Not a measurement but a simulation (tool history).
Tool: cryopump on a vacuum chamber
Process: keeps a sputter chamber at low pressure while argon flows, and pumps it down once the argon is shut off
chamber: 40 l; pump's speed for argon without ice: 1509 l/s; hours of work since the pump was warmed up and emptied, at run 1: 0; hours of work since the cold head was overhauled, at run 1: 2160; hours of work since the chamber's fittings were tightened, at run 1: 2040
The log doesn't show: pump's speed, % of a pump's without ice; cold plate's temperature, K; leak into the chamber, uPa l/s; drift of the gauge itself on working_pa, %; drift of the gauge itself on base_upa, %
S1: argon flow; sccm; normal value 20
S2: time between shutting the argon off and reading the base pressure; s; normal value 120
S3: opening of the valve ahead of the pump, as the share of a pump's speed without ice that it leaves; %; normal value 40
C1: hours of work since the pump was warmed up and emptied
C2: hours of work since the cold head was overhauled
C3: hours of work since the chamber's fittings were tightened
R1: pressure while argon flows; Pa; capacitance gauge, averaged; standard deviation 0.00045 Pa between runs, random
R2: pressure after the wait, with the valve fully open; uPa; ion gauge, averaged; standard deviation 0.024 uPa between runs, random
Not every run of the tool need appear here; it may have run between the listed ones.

{"run": 1, "day": 0.0, "S1": 20, "S2": 120, "S3": 40, "C1": 0, "C2": 2160, "C3": 2040, "R1": 0.0566, "R2": 1.34}
{"run": 2, "day": 3.992, "S1": 20, "S2": 120, "S3": 22, "C1": 44, "C2": 2204, "C3": 2084, "R1": 0.1026, "R2": 1.29}
{"run": 3, "day": 6.429, "S1": 20, "S2": 120, "S3": 40, "C1": 72, "C2": 2231, "C3": 2111, "R1": 0.0566, "R2": 1.29}
{"run": 4, "day": 9.933, "S1": 10, "S2": 120, "S3": 40, "C1": 110, "C2": 2270, "C3": 2150, "R1": 0.0289, "R2": 1.31}
{"run": 5, "day": 11.925, "S1": 20, "S2": 120, "S3": 40, "C1": 133, "C2": 2292, "C3": 2172, "R1": 0.0579, "R2": 1.25}
{"run": 6, "day": 15.838, "S1": 20, "S2": 120, "S3": 40, "C1": 176, "C2": 2336, "C3": 2216, "R1": 0.0582, "R2": 1.29}
{"run": 7, "day": 18.767, "S1": 20, "S2": 120, "S3": 40, "C1": 209, "C2": 2368, "C3": 2248, "R1": 0.0585, "R2": 1.32}
{"run": 8, "day": 23.446, "S1": 20, "S2": 120, "S3": 40, "C1": 261, "C2": 2421, "C3": 2300, "R1": 0.0587, "R2": 1.32}
{"run": 9, "day": 28.346, "S1": 20, "S2": 51, "S3": 40, "C1": 315, "C2": 2475, "C3": 2355, "R1": 0.0589, "R2": 2.37}
{"run": 10, "day": 32.35, "S1": 20, "S2": 51, "S3": 40, "C1": 360, "C2": 2520, "C3": 2399, "R1": 0.0599, "R2": 2.4}
{"run": 11, "day": 35.804, "S1": 20, "S2": 51, "S3": 40, "C1": 398, "C2": 2558, "C3": 2438, "R1": 0.0598, "R2": 2.44}
{"run": 12, "day": 39.721, "S1": 20, "S2": 51, "S3": 40, "C1": 442, "C2": 2602, "C3": 2481, "R1": 0.0608, "R2": 2.46}
{"run": 13, "day": 41.721, "S1": 20, "S2": 51, "S3": 40, "C1": 464, "C2": 2624, "C3": 2504, "R1": 0.0608, "R2": 2.47}
{"run": 14, "day": 43.825, "S1": 20, "S2": 120, "S3": 40, "C1": 487, "C2": 2647, "C3": 2527, "R1": 0.061, "R2": 1.42}
{"day": 46.233, "done": "pump warmed up, emptied and cooled again"}
{"run": 15, "day": 46.838, "S1": 20, "S2": 120, "S3": 40, "C1": 7, "C2": 2678, "C3": 2558, "R1": 0.0565, "R2": 1.38}
{"run": 16, "day": 50.679, "S1": 20, "S2": 120, "S3": 40, "C1": 49, "C2": 2721, "C3": 2601, "R1": 0.0562, "R2": 1.38}
{"run": 17, "day": 54.146, "S1": 20, "S2": 120, "S3": 40, "C1": 88, "C2": 2760, "C3": 2639, "R1": 0.057, "R2": 1.35}
{"run": 18, "day": 58.538, "S1": 20, "S2": 120, "S3": 40, "C1": 137, "C2": 2808, "C3": 2688, "R1": 0.0574, "R2": 1.41}
{"run": 19, "day": 61.254, "S1": 20, "S2": 200, "S3": 49, "C1": 167, "C2": 2839, "C3": 2718, "R1": 0.0474, "R2": 1.16}
{"run": 20, "day": 66.104, "S1": 20, "S2": 200, "S3": 49, "C1": 221, "C2": 2893, "C3": 2772, "R1": 0.0484, "R2": 1.15}
{"run": 21, "day": 68.862, "S1": 20, "S2": 65, "S3": 46, "C1": 252, "C2": 2923, "C3": 2803, "R1": 0.0497, "R2": 2.03}
{"run": 22, "day": 72.296, "S1": 34, "S2": 182, "S3": 35, "C1": 290, "C2": 2961, "C3": 2841, "R1": 0.113, "R2": 1.22}
{"run": 23, "day": 74.446, "S1": 34, "S2": 182, "S3": 35, "C1": 314, "C2": 2985, "C3": 2865, "R1": 0.1142, "R2": 1.22}
{"run": 24, "day": 78.888, "S1": 34, "S2": 182, "S3": 35, "C1": 363, "C2": 3035, "C3": 2915, "R1": 0.1153, "R2": 1.2}
{"run": 25, "day": 82.483, "S1": 20, "S2": 227, "S3": 16, "C1": 403, "C2": 3075, "C3": 2955, "R1": 0.1445, "R2": 1.21}
{"run": 26, "day": 86.979, "S1": 20, "S2": 67, "S3": 16, "C1": 453, "C2": 3125, "C3": 3005, "R1": 0.1442, "R2": 2.17}
{"run": 27, "day": 91.754, "S1": 30, "S2": 75, "S3": 25, "C1": 506, "C2": 3178, "C3": 3058, "R1": 0.1424, "R2": 2.03}
{"day": 92.325, "done": "pump warmed up, emptied and cooled again"}
{"run": 28, "day": 96.65, "S1": 10, "S2": 172, "S3": 59, "C1": 48, "C2": 3230, "C3": 3110, "R1": 0.0195, "R2": 1.24}
{"run": 29, "day": 100.021, "S1": 10, "S2": 172, "S3": 59, "C1": 86, "C2": 3267, "C3": 3147, "R1": 0.0196, "R2": 1.28}
{"run": 30, "day": 102.346, "S1": 23, "S2": 120, "S3": 15, "C1": 111, "C2": 3293, "C3": 3173, "R1": 0.1731, "R2": 1.45}
{"run": 31, "day": 106.683, "S1": 9, "S2": 76, "S3": 27, "C1": 160, "C2": 3342, "C3": 3221, "R1": 0.0387, "R2": 1.96}
{"day": 109.45, "done": "leaking fittings of the chamber tightened, without venting"}
{"run": 32, "day": 109.929, "S1": 12, "S2": 110, "S3": 41, "C1": 195, "C2": 3377, "C3": 5, "R1": 0.0338, "R2": 1.03}
{"run": 33, "day": 114.438, "S1": 12, "S2": 110, "S3": 41, "C1": 245, "C2": 3427, "C3": 55, "R1": 0.0352, "R2": 1.03}
{"run": 34, "day": 119.121, "S1": 13, "S2": 290, "S3": 47, "C1": 297, "C2": 3479, "C3": 108, "R1": 0.0343, "R2": 0.55}

3 options for the next run, each taken on its own from the tool as it stands now. Forecast them:
{"run": "A", "day": 122.429, "S1": 20, "S2": 120, "S3": 35, "C1": 334, "C2": 3516, "C3": 144, "R1": "?", "R2": "?"}
{"run": "B", "day": 122.429, "S1": 24, "S2": 32, "S3": 40, "C1": 334, "C2": 3516, "C3": 144, "R1": "?", "R2": "?"}
{"run": "C", "day": 122.429, "S1": 31, "S2": 290, "S3": 47, "C1": 334, "C2": 3516, "C3": 144, "R1": "?", "R2": "?"}

run=A R1=0.0673 R2=0.97
run=B R1=0.0719 R2=3.05
run=C R1=0.0787 R2=0.55
With no hidden state in the tool, these same runs would have given:
run=A R1=0.0636 R2=0.91
run=B R1=0.0675 R2=2.99
run=C R1=0.0731 R2=0.49

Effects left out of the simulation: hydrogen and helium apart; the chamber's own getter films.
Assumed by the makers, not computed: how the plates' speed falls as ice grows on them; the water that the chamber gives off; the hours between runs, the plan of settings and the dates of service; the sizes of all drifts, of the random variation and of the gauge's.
